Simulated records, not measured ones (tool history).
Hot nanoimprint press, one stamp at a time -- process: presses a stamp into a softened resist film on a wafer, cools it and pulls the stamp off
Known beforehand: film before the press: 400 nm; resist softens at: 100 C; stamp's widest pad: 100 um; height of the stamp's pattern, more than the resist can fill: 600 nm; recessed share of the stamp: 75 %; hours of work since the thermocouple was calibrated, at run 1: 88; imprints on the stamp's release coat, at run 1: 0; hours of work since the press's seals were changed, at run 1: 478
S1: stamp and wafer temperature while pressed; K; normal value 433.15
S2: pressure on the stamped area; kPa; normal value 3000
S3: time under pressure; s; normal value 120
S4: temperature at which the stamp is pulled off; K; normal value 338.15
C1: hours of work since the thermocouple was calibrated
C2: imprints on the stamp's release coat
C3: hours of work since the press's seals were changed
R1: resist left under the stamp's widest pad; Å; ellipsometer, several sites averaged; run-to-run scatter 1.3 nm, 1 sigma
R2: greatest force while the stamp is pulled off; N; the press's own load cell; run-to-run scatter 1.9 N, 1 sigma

run,hour,S1,S2,S3,S4,C1,C2,C3,R1,R2
1,0,433.15,3000,120,338.15,88,0,478,2115,154
2,55.2,433.15,3000,120,338.15,121,166,511,2142,153
3,103.9,433.15,3000,120,338.15,150,311,540,2104,155
4,152.4,433.15,3000,120,338.15,179,457,569,2146,155
5,190,433.15,3000,120,338.15,201,569,591,2152,161
6,272.3,433.15,3000,120,338.15,250,816,641,2185,167
# hour 316.6: stamp cleaned and given a new release coat
7,343.8,433.15,3000,120,338.15,290,82,680,2161,154
8,430.5,433.15,3000,120,338.15,342,341,732,2182,161
9,469.9,433.15,3000,120,334.15,365,460,755,2199,180
# hour 484.6: plate thermocouple calibrated
10,527,433.15,3000,120,334.15,25,622,788,2129,174
11,578.2,440.15,3000,120,334.15,56,775,818,1773,180
# hour 632.9: stamp cleaned and given a new release coat
12,652,433.15,2430,120,338.15,97,57,859,2380,152
13,731.2,433.15,2430,120,338.15,144,295,906,2389,152
14,807.5,433.15,2430,120,338.15,190,523,952,2388,160
15,847.4,433.15,1990,120,331.15,213,643,976,2663,192
16,924.3,433.15,2050,120,346.15,259,873,1022,2628,130
# hour 947.4: stamp cleaned and given a new release coat
17,990.1,442.15,3840,143,346.15,295,129,1057,1425,122
18,1031.3,437.15,2550,120,325.15,320,252,1082,2177,214
19,1102.6,429.15,3000,85,333.15,363,466,1125,2719,180

For run 20, what comes out?
# hour 1119: plate thermocouple calibrated
# hour 1149.7: press's hydraulic seals changed and the load cell set to zero
20,1173.5,429.15,3000,85,333.15,28,645,14,?,?

Run 20 gave R1 2508 Å, R2 180 N.
Take away the tool's hidden state, keep the run-to-run variation as it was, and the same run would have given R1 2508 Å, R2 167 N.
